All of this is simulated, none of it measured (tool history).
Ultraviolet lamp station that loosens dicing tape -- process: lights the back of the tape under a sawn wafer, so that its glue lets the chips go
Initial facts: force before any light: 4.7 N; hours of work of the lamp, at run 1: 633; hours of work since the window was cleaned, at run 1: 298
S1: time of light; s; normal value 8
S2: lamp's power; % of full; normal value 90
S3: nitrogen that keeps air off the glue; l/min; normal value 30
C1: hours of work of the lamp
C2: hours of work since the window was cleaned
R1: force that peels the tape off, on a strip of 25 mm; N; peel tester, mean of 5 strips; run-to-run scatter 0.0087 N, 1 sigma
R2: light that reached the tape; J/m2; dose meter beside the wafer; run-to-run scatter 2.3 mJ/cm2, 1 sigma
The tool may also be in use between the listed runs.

run 1 hour=0 | S1=8 S2=90 S3=30 | C1=633 C2=298 | R1=0.497 R2=1910
run 2 hour=42.4 | S1=8 S2=90 S3=30 | C1=651 C2=316 | R1=0.514 R2=1970
run 3 hour=62.7 | S1=8 S2=90 S3=30 | C1=660 C2=325 | R1=0.503 R2=1920
run 4 hour=91.6 | S1=8 S2=90 S3=30 | C1=672 C2=337 | R1=0.511 R2=1950
run 5 hour=133.7 | S1=8 S2=80 S3=30 | C1=690 C2=355 | R1=0.612 R2=1730
-- hour=171.8 window cleaned of glue's vapour
run 6 hour=174.2 | S1=8 S2=80 S3=30 | C1=707 C2=1 | R1=0.686 R2=1610
run 7 hour=197.7 | S1=8 S2=80 S3=30 | C1=717 C2=11 | R1=0.699 R2=1620
run 8 hour=244.9 | S1=8 S2=80 S3=30 | C1=737 C2=31 | R1=0.716 R2=1570
-- hour=272.7 window cleaned of glue's vapour, once more
run 9 hour=281.2 | S1=8 S2=80 S3=30 | C1=752 C2=4 | R1=0.566 R2=1820
run 10 hour=321.5 | S1=8 S2=90 S3=30 | C1=769 C2=21 | R1=0.448 R2=2040
run 11 hour=346.2 | S1=8 S2=90 S3=30 | C1=779 C2=31 | R1=0.479 R2=1990
run 12 hour=372.4 | S1=8 S2=96 S3=30 | C1=790 C2=42 | R1=0.423 R2=2110
run 13 hour=396.7 | S1=8 S2=90 S3=30 | C1=801 C2=52 | R1=0.488 R2=2010
run 14 hour=443.4 | S1=8 S2=90 S3=30 | C1=820 C2=72 | R1=0.496 R2=1960
run 15 hour=470.4 | S1=8 S2=90 S3=30 | C1=832 C2=84 | R1=0.493 R2=2000
run 16 hour=514.8 | S1=8 S2=90 S3=30 | C1=850 C2=102 | R1=0.5 R2=1970
run 17 hour=553.9 | S1=8 S2=90 S3=30 | C1=867 C2=119 | R1=0.503 R2=1920
run 18 hour=588.6 | S1=12 S2=85 S3=21 | C1=882 C2=133 | R1=0.389 R2=2700
run 19 hour=618.7 | S1=12 S2=85 S3=21 | C1=894 C2=146 | R1=0.4 R2=2680
run 20 hour=651.4 | S1=12 S2=85 S3=21 | C1=908 C2=160 | R1=0.388 R2=2660
run 21 hour=676.9 | S1=12 S2=66 S3=11 | C1=919 C2=171 | R1=0.866 R2=2080
run 22 hour=697.5 | S1=8 S2=90 S3=35 | C1=928 C2=179 | R1=0.504 R2=1880
run 23 hour=728.8 | S1=8 S2=90 S3=35 | C1=941 C2=193 | R1=0.488 R2=1850
run 24 hour=759.9 | S1=7 S2=71 S3=11 | C1=954 C2=206 | R1=1.605 R2=1290
run 25 hour=779 | S1=7 S2=71 S3=11 | C1=962 C2=214 | R1=1.597 R2=1260
run 26 hour=807.6 | S1=7 S2=71 S3=11 | C1=974 C2=226 | R1=1.596 R2=1270
run 27 hour=845.3 | S1=9 S2=89 S3=46 | C1=990 C2=242 | R1=0.38 R2=2010
run 28 hour=875.2 | S1=12 S2=62 S3=25 | C1=1003 C2=255 | R1=0.623 R2=1890
run 29 hour=921.8 | S1=12 S2=62 S3=25 | C1=1022 C2=274 | R1=0.599 R2=1880
run 30 hour=961.9 | S1=8 S2=97 S3=9 | C1=1039 C2=291 | R1=1.131 R2=1900
run 31 hour=1006.7 | S1=8 S2=69 S3=17 | C1=1058 C2=310 | R1=1.173 R2=1360
run 32 hour=1047 | S1=4 S2=76 S3=11 | C1=1075 C2=327 | R1=2.441 R2=740
run 33 hour=1091.9 | S1=4 S2=70 S3=11 | C1=1094 C2=346 | R1=2.608 R2=680
run 34 hour=1131 | S1=6 S2=70 S3=16 | C1=1111 C2=363 | R1=1.757 R2=990

Pick out some run-to-run changes in R1. Of each, how much would a tool without hidden state show as well, from the settings, what came in and chance, and how much is left for the hidden state and any gauge scatter not in both results compared?
Hidden state present: lamp's light, % of a new lamp's; light that the window lets through, % of a clean one's; drift of the gauge itself on peel_n, %; drift of the gauge itself on dose_mj_cm2, %.
Run 23 -> 24: S1 8 -> 7, S2 90 -> 71, S3 35 -> 11. R1 +1.117 N: hidden state +0.285, all else +0.832.
Run 26 -> 27: S1 7 -> 9, S2 71 -> 89, S3 11 -> 46. R1 -1.216 N: hidden state -0.346, all else -0.87.
Run 29 -> 30: S1 12 -> 8, S2 62 -> 97, S3 25 -> 9. R1 +0.532 N: hidden state +0.187, all else +0.345.
Run 31 -> 32: S1 8 -> 4, S2 69 -> 76, S3 17 -> 11. R1 +1.268 N: hidden state +0.111, all else +1.157.

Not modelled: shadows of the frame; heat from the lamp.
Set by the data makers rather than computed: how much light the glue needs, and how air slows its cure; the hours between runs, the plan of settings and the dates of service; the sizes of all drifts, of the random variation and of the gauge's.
